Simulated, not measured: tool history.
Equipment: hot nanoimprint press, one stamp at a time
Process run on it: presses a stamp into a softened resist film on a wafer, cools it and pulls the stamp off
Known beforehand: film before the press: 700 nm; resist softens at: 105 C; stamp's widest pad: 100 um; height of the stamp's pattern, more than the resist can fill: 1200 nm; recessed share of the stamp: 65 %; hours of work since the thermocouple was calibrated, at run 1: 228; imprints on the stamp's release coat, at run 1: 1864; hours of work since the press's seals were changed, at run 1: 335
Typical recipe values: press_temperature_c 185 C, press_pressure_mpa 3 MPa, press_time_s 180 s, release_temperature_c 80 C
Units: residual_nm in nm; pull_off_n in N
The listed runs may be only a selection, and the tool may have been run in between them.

| run | hour | press_temperature_c | press_pressure_mpa | press_time_s | release_temperature_c | hours of work since the thermocouple was calibrated | imprints on the stamp's release coat | hours of work since the press's seals were changed | residual_nm | pull_off_n |
|---|---|---|---|---|---|---|---|---|---|---|
| 1 | 0 | 185 | 3 | 180 | 80 | 228 | 1864 | 335 | 406.4 | 168 |
| 2 | 40.4 | 185 | 3 | 180 | 80 | 259 | 2004 | 365 | 405.5 | 164 |
| 3 | 80.7 | 185 | 3 | 180 | 80 | 289 | 2144 | 396 | 403 | 169 |
| 4 | 133.5 | 185 | 2.17 | 180 | 80 | 329 | 2328 | 435 | 448.4 | 183 |
|  | 163 | stamp cleaned and given a new release coat |
| 5 | 167.7 | 185 | 2.17 | 180 | 80 | 350 | 16 | 457 | 449.2 | 119 |
| 6 | 217.7 | 185 | 2.17 | 180 | 80 | 388 | 190 | 494 | 449.5 | 120 |
| 7 | 254.1 | 185 | 3 | 168 | 80 | 416 | 317 | 522 | 408.9 | 125 |
| 8 | 282.5 | 185 | 3 | 168 | 80 | 437 | 415 | 543 | 406.7 | 128 |
|  | 294.9 | press's hydraulic seals changed and the load cell set to zero |
| 9 | 318.6 | 185 | 3 | 168 | 80 | 458 | 513 | 18 | 405.9 | 126 |
| 10 | 367.4 | 185 | 3 | 127 | 80 | 495 | 682 | 55 | 445.9 | 130 |
| 11 | 418.8 | 185 | 3 | 103 | 80 | 534 | 861 | 93 | 467.5 | 139 |
| 12 | 448.1 | 185 | 3 | 103 | 80 | 556 | 963 | 115 | 465.5 | 136 |
| 13 | 498.9 | 185 | 3 | 103 | 80 | 594 | 1140 | 154 | 466 | 137 |
|  | 511.4 | plate thermocouple calibrated |
| 14 | 552.6 | 185 | 3 | 103 | 80 | 31 | 1316 | 192 | 488.3 | 153 |
| 15 | 592.8 | 185 | 3 | 103 | 80 | 61 | 1456 | 222 | 483.3 | 154 |
| 16 | 623.3 | 185 | 3 | 103 | 80 | 84 | 1562 | 245 | 478.2 | 163 |
| 17 | 670.3 | 185 | 3 | 103 | 80 | 120 | 1725 | 281 | 483.4 | 162 |
| 18 | 719.4 | 185 | 1.84 | 103 | 80 | 157 | 1896 | 318 | 544.7 | 175 |
| 19 | 759.8 | 185 | 3.99 | 294 | 69 | 187 | 2036 | 348 | 306.7 | 219 |
| 20 | 799 | 185 | 3.99 | 294 | 69 | 217 | 2173 | 378 | 302.6 | 227 |
| 21 | 835.5 | 186 | 3.09 | 243 | 68 | 244 | 2299 | 405 | 353.3 | 231 |
|  | 874.1 | stamp cleaned and given a new release coat |
| 22 | 881.1 | 182 | 2.5 | 193 | 74 | 274 | 24 | 435 | 452 | 135 |
| 23 | 922.3 | 179 | 3.26 | 256 | 74 | 305 | 167 | 466 | 403.1 | 136 |
| 24 | 970.8 | 187 | 3.32 | 197 | 69 | 342 | 336 | 503 | 354.7 | 160 |
| 25 | 1001.7 | 189 | 2.21 | 180 | 82 | 365 | 443 | 526 | 416.6 | 119 |
| 26 | 1023.8 | 192 | 2.21 | 180 | 72 | 382 | 520 | 543 | 386.8 | 160 |
|  | 1037.5 | press's hydraulic seals changed and the load cell set to zero |
| 27 | 1075 | 185 | 3 | 99 | 80 | 414 | 671 | 28 | 473.4 | 135 |
| 28 | 1118 | 182 | 3 | 99 | 80 | 447 | 820 | 61 | 501 | 137 |
| 29 | 1145.9 | 184 | 3.94 | 200 | 73 | 468 | 917 | 82 | 347.4 | 166 |

Branching from run 29: 4 alternative next runs. What would each branch give?
| A | 1197.4 | 197 | 3.24 | 200 | 86 | 507 | 1096 | 121 | ? | ? |
| B | 1197.4 | 179 | 3.94 | 200 | 73 | 507 | 1096 | 121 | ? | ? |
| C | 1197.4 | 184 | 3.94 | 200 | 85 | 507 | 1096 | 121 | ? | ? |
| D | 1197.4 | 184 | 3.94 | 200 | 87 | 507 | 1096 | 121 | ? | ? |

| run | residual_nm | pull_off_n |
|---|---|---|
| A | 277.2 | 119 |
| B | 398.5 | 167 |
| C | 346.6 | 118 |
| D | 349.4 | 116 |
What these runs would have given with no unlogged condition in the tool:
| run | residual_nm | pull_off_n |
|---|---|---|
| A | 292 | 103 |
| B | 421.4 | 142 |
| C | 366.8 | 102 |
| D | 369.8 | 100 |
